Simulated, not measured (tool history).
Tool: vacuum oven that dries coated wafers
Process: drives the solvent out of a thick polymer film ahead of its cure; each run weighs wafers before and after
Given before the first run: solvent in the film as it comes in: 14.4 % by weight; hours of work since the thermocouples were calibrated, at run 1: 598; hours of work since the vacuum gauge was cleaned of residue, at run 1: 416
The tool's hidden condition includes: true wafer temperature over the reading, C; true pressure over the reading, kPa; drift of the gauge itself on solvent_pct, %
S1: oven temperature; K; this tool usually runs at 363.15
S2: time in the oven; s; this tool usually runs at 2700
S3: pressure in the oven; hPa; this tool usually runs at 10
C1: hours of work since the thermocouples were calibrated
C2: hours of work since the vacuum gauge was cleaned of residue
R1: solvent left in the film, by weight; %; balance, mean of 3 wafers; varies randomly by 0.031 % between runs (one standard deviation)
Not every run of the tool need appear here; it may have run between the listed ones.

run   hour      S1    S2    S3   C1   C2    R1
  1      0  363.15  2700    10  598  416  0.96
  2     22  363.15  2700    10  612  430  0.96
  3   34.2  363.15  2700  14.7  620  438  1.24
  4   46.4  363.15  2700  14.7  628  446  1.18
  5   71.9  363.15  2700   5.5  644  462  0.74
  6   88.5  363.15  2700   5.5  655  473  0.77
      92.3  -- oven's thermocouples calibrated
  7  105.1  363.15  4080    10    8  482  0.62
  8  121.1  363.15  3540   5.5   18  493  0.47
  9  144.3  355.15  3420    10   33  508  1.29
 10  156.2  363.15  2700  12.5   41  515  1.07
 11  174.4  356.15  2700     7   53  527  1.46

Consider 4 possible next runs. They are alternatives, not a sequence: every one starts from the tool as it was left by run 11. What does each give?
  A  188.6  356.15  2220     7  62  536   ?
  B  188.6  352.15  3540  12.2  62  536   ?
  C  188.6  356.15  3120  12.8  62  536   ?
  D  188.6  356.15  4260     5  62  536   ?

run    R1
  A  1.93
  B  1.73
  C  1.51
  D  0.62
What these runs would have given with no unlogged condition in the tool:
run    R1
  A  2.13
  B  1.86
  C  1.63
  D  0.62
